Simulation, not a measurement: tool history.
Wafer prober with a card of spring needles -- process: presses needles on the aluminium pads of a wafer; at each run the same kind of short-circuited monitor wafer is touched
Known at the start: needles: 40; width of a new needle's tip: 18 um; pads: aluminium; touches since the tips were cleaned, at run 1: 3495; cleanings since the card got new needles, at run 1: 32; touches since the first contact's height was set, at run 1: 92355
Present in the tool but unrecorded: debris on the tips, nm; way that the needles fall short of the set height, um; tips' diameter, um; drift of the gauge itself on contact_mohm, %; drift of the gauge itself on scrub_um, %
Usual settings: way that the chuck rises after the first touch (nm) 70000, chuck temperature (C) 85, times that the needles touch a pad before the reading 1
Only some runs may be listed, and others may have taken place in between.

run	day	way that the chuck rises after the first touch (nm)	chuck temperature (C)	times that the needles touch a pad before the reading	touches since the tips were cleaned	cleanings since the card got new needles	touches since the first contact's height was set	resistance of one needle with its contact and lead (mohm)	way that a needle slides on the pad (nm)
1	0	70000	85	1	3495	32	92355	246	12350
# day 0.2: tips cleaned on abrasive film
# day 0.688: tips cleaned on abrasive film
2	0.854	70000	85	1	2169	34	103418	248	12300
# day 1.15: tips cleaned on abrasive film
# day 1.571: height of the first contact set anew
# day 1.662: tips cleaned on abrasive film
3	1.742	70000	85	1	1006	36	2189	242	12230
# day 2.138: tips cleaned on abrasive film
4	2.442	70000	85	1	3963	37	11300	244	12240
# day 2.65: tips cleaned on abrasive film
# day 3.104: tips cleaned on abrasive film
# day 3.521: tips cleaned on abrasive film
5	3.521	70000	85	1	0	40	25305	244	12310
# day 3.938: tips cleaned on abrasive film
6	4.225	70000	85	1	3777	41	34468	248	12270
# day 4.417: tips cleaned on abrasive film
# day 4.925: tips cleaned on abrasive film
# day 5.408: tips cleaned on abrasive film
7	5.479	70000	85	3	935	44	50723	249	12260
# day 5.867: tips cleaned on abrasive film
# day 6.362: tips cleaned on abrasive film
# day 6.833: tips cleaned on abrasive film
8	6.95	70000	85	3	1509	47	69809	250	12250
# day 7.317: tips cleaned on abrasive film
# day 7.808: tips cleaned on abrasive film
# day 8.238: tips cleaned on abrasive film
9	8.238	70000	122	1	0	50	86542	255	12240

Run 10 is up next; what results do you expect?
# day 8.729: tips cleaned on abrasive film
# day 9.221: tips cleaned on abrasive film
10	9.571	70000	35	1	4558	52	103864	?	?

{"run 10": {"resistance of one needle with its contact and lead (mohm)": 235, "way that a needle slides on the pad (nm)": 12290}}
Had the tool carried no hidden state, the very same run would have given resistance of one needle with its contact and lead (mohm) 234, way that a needle slides on the pad (nm) 12290.
